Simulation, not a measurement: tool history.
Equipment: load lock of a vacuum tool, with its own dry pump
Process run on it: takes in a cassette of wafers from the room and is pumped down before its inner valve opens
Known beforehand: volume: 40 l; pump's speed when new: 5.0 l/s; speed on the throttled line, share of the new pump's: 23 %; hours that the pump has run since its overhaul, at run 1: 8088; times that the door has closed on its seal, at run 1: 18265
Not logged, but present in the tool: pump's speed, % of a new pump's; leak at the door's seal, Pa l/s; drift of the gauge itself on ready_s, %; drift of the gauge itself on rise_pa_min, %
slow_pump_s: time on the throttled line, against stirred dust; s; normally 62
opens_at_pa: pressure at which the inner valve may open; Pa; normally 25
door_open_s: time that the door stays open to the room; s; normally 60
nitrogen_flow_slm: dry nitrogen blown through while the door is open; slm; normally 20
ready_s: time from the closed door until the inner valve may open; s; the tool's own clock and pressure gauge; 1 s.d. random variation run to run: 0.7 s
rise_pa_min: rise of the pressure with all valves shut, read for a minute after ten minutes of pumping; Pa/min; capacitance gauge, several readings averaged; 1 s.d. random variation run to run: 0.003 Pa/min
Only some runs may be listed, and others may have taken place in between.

run	hour	slow_pump_s	opens_at_pa	door_open_s	nitrogen_flow_slm	hours that the pump has run since its overhaul	times that the door has closed on its seal	incoming humidity of the room's air, %	ready_s	rise_pa_min
1	0.0	62	25	60	20	8088	18265	43.7	118.7	0.407
2	102.1	62	25	60	20	8190	18514	44.9	119.4	0.409
3	206.0	62	25	60	20	8294	18768	47.0	120.3	0.416
4	385.1	62	25	60	20	8473	19206	44.8	121.0	0.436
5	509.8	62	25	60	20	8598	19511	48.9	120.2	0.454
6	712.7	62	25	60	20	8801	20007	45.8	119.2	0.476
7	902.5	62	25	60	20	8990	20471	44.9	121.1	0.495
8	1044.1	62	25	60	20	9132	20817	46.3	119.8	0.501
9	1202.0	62	25	60	20	9290	21203	42.4	120.8	0.516
10	1407.1	62	25	60	20	9495	21704	41.7	119.8	0.543
11	1524.4	74	21	60	20	9612	21991	49.1	130.8	0.554
12	1719.1	46	20	116	20	9807	22466	47.2	111.4	0.583
13	1816.1	46	20	116	20	9904	22703	45.1	110.1	0.593
14	1962.4	46	20	116	20	10050	23061	44.1	109.7	0.612
15	2181.3	45	41	114	18	10269	23596	45.7	102.9	0.638
# hour 2247.1: door's seal changed, seat wiped
16	2302.9	45	41	114	18	10389	136	47.3	103.7	0.023
17	2487.5	96	25	60	45	10574	588	44.8	146.2	0.011
18	2636.1	62	47	113	20	10722	951	44.4	115.1	0.032
19	2818.1	65	47	40	19	10904	1395	44.7	117.3	0.026
20	3002.2	65	47	40	19	11088	1845	44.5	116.7	0.032

What if the next run were any one of these 4? Each begins from the tool's condition after run 20:
A	3104.4	95	23	48	20	11191	2095	42.8	?	?
B	3104.4	62	25	108	20	11191	2095	46.6	?	?
C	3104.4	36	31	60	12	11191	2095	43.8	?	?
D	3104.4	62	31	60	9	11191	2095	47.6	?	?

run	ready_s	rise_pa_min
A	146.5	0.036
B	121.2	0.041
C	99.8	0.039
D	118.3	0.041
Stripped of hidden state, with their random variation kept, the same runs would have yielded:
run	ready_s	rise_pa_min
A	140.8	0.014
B	114.5	0.019
C	92.7	0.017
D	111.9	0.019

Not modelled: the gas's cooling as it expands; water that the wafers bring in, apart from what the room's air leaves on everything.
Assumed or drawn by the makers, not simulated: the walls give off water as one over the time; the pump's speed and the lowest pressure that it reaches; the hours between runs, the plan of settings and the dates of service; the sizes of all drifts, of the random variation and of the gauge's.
